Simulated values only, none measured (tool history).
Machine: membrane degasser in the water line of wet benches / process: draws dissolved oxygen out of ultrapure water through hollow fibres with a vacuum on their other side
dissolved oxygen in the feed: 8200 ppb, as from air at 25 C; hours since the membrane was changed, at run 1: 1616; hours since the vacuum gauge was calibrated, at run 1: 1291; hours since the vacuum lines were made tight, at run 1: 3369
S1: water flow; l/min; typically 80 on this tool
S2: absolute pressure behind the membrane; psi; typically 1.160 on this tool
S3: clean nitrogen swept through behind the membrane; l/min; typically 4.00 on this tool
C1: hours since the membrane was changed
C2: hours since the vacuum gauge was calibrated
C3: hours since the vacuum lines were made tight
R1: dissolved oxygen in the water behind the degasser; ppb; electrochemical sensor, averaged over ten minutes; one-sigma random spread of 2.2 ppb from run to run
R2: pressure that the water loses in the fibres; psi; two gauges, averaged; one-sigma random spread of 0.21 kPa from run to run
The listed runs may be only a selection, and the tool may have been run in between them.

run 1 hour=0.0 | S1=80 S2=1.160 S3=4.00 | C1=1616 C2=1291 C3=3369 | R1=214.1 R2=7.011
run 2 hour=73.9 | S1=80 S2=1.160 S3=4.00 | C1=1690 C2=1365 C3=3443 | R1=218.4 R2=7.060
run 3 hour=178.5 | S1=80 S2=1.160 S3=4.00 | C1=1795 C2=1470 C3=3548 | R1=218.2 R2=7.027
run 4 hour=316.4 | S1=80 S2=1.160 S3=4.00 | C1=1933 C2=1608 C3=3686 | R1=218.3 R2=7.063
run 5 hour=415.1 | S1=80 S2=1.160 S3=2.35 | C1=2031 C2=1706 C3=3785 | R1=337.5 R2=7.069
run 6 hour=545.5 | S1=80 S2=1.160 S3=2.35 | C1=2162 C2=1837 C3=3915 | R1=333.1 R2=7.065
run 7 hour=635.7 | S1=80 S2=1.160 S3=2.35 | C1=2252 C2=1927 C3=4005 | R1=336.3 R2=7.126
run 8 hour=782.8 | S1=80 S2=1.160 S3=8.45 | C1=2399 C2=2074 C3=4152 | R1=114.1 R2=7.069
run 9 hour=948.3 | S1=80 S2=1.160 S3=4.00 | C1=2565 C2=2239 C3=4318 | R1=217.8 R2=7.018
run 10 hour=1049.2 | S1=80 S2=1.160 S3=4.00 | C1=2665 C2=2340 C3=4419 | R1=217.8 R2=7.052
run 11 hour=1200.2 | S1=62 S2=1.160 S3=4.00 | C1=2816 C2=2491 C3=4570 | R1=175.8 R2=5.522
run 12 hour=1292.8 | S1=80 S2=1.160 S3=4.00 | C1=2909 C2=2584 C3=4662 | R1=221.9 R2=7.114
run 13 hour=1405.1 | S1=80 S2=1.160 S3=4.00 | C1=3021 C2=2696 C3=4775 | R1=220.7 R2=7.085
run 14 hour=1491.5 | S1=80 S2=1.160 S3=4.00 | C1=3108 C2=2783 C3=4861 | R1=222.6 R2=7.101
run 15 hour=1604.2 | S1=80 S2=1.040 S3=4.00 | C1=3221 C2=2895 C3=4974 | R1=187.2 R2=7.113
run 16 hour=1768.6 | S1=80 S2=0.899 S3=4.00 | C1=3385 C2=3060 C3=5138 | R1=145.3 R2=7.145
run 17 hour=1919.2 | S1=57 S2=1.160 S3=6.68 | C1=3535 C2=3210 C3=5289 | R1=99.0 R2=5.065
run 18 hour=2030.2 | S1=57 S2=1.160 S3=6.68 | C1=3646 C2=3321 C3=5400 | R1=102.6 R2=5.044
run 19 hour=2187.6 | S1=57 S2=1.160 S3=6.68 | C1=3804 C2=3479 C3=5557 | R1=101.7 R2=5.042
run 20 hour=2297.4 | S1=75 S2=1.455 S3=5.97 | C1=3914 C2=3589 C3=5667 | R1=206.6 R2=6.686
run 21 hour=2441.0 | S1=75 S2=1.455 S3=5.97 | C1=4057 C2=3732 C3=5810 | R1=204.0 R2=6.627
run 22 hour=2583.3 | S1=108 S2=2.733 S3=4.00 | C1=4200 C2=3874 C3=5953 | R1=863.5 R2=9.609
run 23 hour=2705.5 | S1=108 S2=2.733 S3=4.00 | C1=4322 C2=3997 C3=6075 | R1=878.4 R2=9.639
run 24 hour=2806.1 | S1=108 S2=2.733 S3=4.00 | C1=4422 C2=4097 C3=6176 | R1=847.3 R2=9.620
-- hour=2959.4 seals of the vacuum lines changed
run 25 hour=2959.4 | S1=59 S2=1.881 S3=3.86 | C1=4574 C2=4248 C3=0 | R1=340.9 R2=5.291
run 26 hour=3099.2 | S1=84 S2=0.725 S3=4.94 | C1=4714 C2=4388 C3=140 | R1=84.2 R2=7.542
run 27 hour=3168.7 | S1=84 S2=1.329 S3=4.94 | C1=4783 C2=4458 C3=209 | R1=239.0 R2=7.520
run 28 hour=3259.8 | S1=84 S2=0.879 S3=8.58 | C1=4874 C2=4549 C3=300 | R1=78.6 R2=7.517
run 29 hour=3411.7 | S1=55 S2=1.430 S3=10.77 | C1=5026 C2=4701 C3=452 | R1=86.2 R2=4.894
run 30 hour=3534.7 | S1=55 S2=1.430 S3=10.77 | C1=5149 C2=4824 C3=575 | R1=84.3 R2=4.941
run 31 hour=3625.1 | S1=55 S2=1.430 S3=10.77 | C1=5239 C2=4914 C3=666 | R1=85.4 R2=4.882

Branching from run 31: 4 alternative next runs. What would each branch give?
run A hour=3771.1 | S1=80 S2=1.160 S3=2.11 | C1=5385 C2=5060 C3=812 | R1=? R2=?
run B hour=3771.1 | S1=80 S2=1.160 S3=2.10 | C1=5385 C2=5060 C3=812 | R1=? R2=?
run C hour=3771.1 | S1=92 S2=1.595 S3=2.00 | C1=5385 C2=5060 C3=812 | R1=? R2=?
run D hour=3771.1 | S1=55 S2=2.440 S3=3.38 | C1=5385 C2=5060 C3=812 | R1=? R2=?

run=A R1=383.0 R2=7.175
run=B R1=386.3 R2=7.142
run=C R1=681.5 R2=8.195
run=D R1=490.8 R2=4.923
Take away the tool's hidden state, keep each run's random variation, and the runs would have read:
run=A R1=360.6 R2=6.985
run=B R1=363.7 R2=6.953
run=C R1=656.7 R2=7.976
run=D R1=480.2 R2=4.792
